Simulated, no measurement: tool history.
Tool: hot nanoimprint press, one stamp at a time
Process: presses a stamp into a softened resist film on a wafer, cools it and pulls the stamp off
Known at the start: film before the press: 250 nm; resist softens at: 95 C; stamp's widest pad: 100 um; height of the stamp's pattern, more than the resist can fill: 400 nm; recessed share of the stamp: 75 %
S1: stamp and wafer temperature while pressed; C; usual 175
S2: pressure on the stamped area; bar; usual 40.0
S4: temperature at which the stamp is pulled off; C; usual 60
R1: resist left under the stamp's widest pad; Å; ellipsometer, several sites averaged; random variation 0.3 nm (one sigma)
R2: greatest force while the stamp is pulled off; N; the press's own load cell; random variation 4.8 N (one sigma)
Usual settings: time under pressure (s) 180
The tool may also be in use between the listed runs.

Run 1, hour 0.0: usual settings. Result: R1 1456 Å, R2 295 N.
Run 2, hour 5.0: usual settings but time under pressure (s) 340. Result: R1 1155 Å, R2 285 N.
Run 3, hour 11.4: usual settings but time under pressure (s) 312. Result: R1 1200 Å, R2 294 N.
Run 4, hour 18.8: usual settings but time under pressure (s) 312. Result: R1 1200 Å, R2 288 N.
Run 5, hour 25.0: usual settings but time under pressure (s) 312. Result: R1 1201 Å, R2 286 N.
Run 6, hour 31.8: usual settings but time under pressure (s) 312. Result: R1 1197 Å, R2 289 N.
Run 7, hour 38.2: usual settings but time under pressure (s) 312. Result: R1 1204 Å, R2 312 N.
Run 8, hour 43.0: usual settings but time under pressure (s) 312. Result: R1 1203 Å, R2 280 N.
Run 9, hour 50.7: usual settings but time under pressure (s) 312. Result: R1 1205 Å, R2 306 N.
Run 10, hour 56.3: usual settings but S4 59 C. Result: R1 1460 Å, R2 301 N.
Run 11, hour 63.4: usual settings but S4 59 C. Result: R1 1462 Å, R2 307 N.
Run 12, hour 70.6: usual settings but S4 59 C. Result: R1 1463 Å, R2 305 N.
Run 13, hour 78.6: usual settings. Result: R1 1457 Å, R2 300 N.
Run 14, hour 84.8: usual settings but time under pressure (s) 106. Result: R1 1706 Å, R2 294 N.
Run 15, hour 92.6: usual settings but time under pressure (s) 106. Result: R1 1712 Å, R2 300 N.
Run 16, hour 102.2: usual settings but time under pressure (s) 106. Result: R1 1715 Å, R2 306 N.
Run 17, hour 109.6: usual settings but time under pressure (s) 106. Result: R1 1711 Å, R2 305 N.
Run 18, hour 117.1: usual settings but S4 47 C. Result: R1 1464 Å, R2 387 N.
Run 19, hour 125.8: usual settings but S1 181 C, time under pressure (s) 101, S4 55 C. Result: R1 1438 Å, R2 340 N.
Run 20, hour 133.6: usual settings but S1 181 C, time under pressure (s) 101, S4 55 C. Result: R1 1436 Å, R2 352 N.
Run 21, hour 141.4: usual settings but S2 40.6 bar. Result: R1 1457 Å, R2 307 N.
Run 22, hour 146.3: usual settings but time under pressure (s) 198. Result: R1 1417 Å, R2 302 N.
Run 23, hour 151.7: usual settings but time under pressure (s) 198. Result: R1 1418 Å, R2 306 N.
Run 24, hour 156.0: usual settings but S1 180 C, time under pressure (s) 245. Result: R1 1078 Å, R2 309 N.
Run 25, hour 164.4: usual settings but S1 180 C, time under pressure (s) 245. Result: R1 1079 Å, R2 318 N.
Run 26, hour 170.0: usual settings but S2 57.7 bar. Result: R1 1282 Å, R2 318 N.
Run 27, hour 175.5: usual settings but S2 57.7 bar. Result: R1 1286 Å, R2 331 N.
Run 28, hour 181.0: usual settings but S1 185 C, S2 57.7 bar, S4 61 C. Result: R1 853 Å, R2 316 N.
Run 29, hour 190.4: usual settings but S1 185 C, S2 57.7 bar, S4 61 C. Result: R1 851 Å, R2 306 N.

Forecast each of these 3 alternatives for the next run:
Run A, hour 197.5: usual settings but S1 167 C, S2 54.6 bar, S4 57 C. Result: R1 ?, R2 ?.
Run B, hour 197.5: usual settings but S1 181 C, S2 57.7 bar, time under pressure (s) 167, S4 53 C. Result: R1 ?, R2 ?.
Run C, hour 197.5: usual settings but S1 185 C, S2 55.0 bar, S4 61 C. Result: R1 ?, R2 ?.

run    R1   R2
  A  1739  336
  B  1040  363
  C   874  307
Without the tool's hidden state the same runs would have given:
run    R1   R2
  A  1712  247
  B  1018  268
  C   855  227
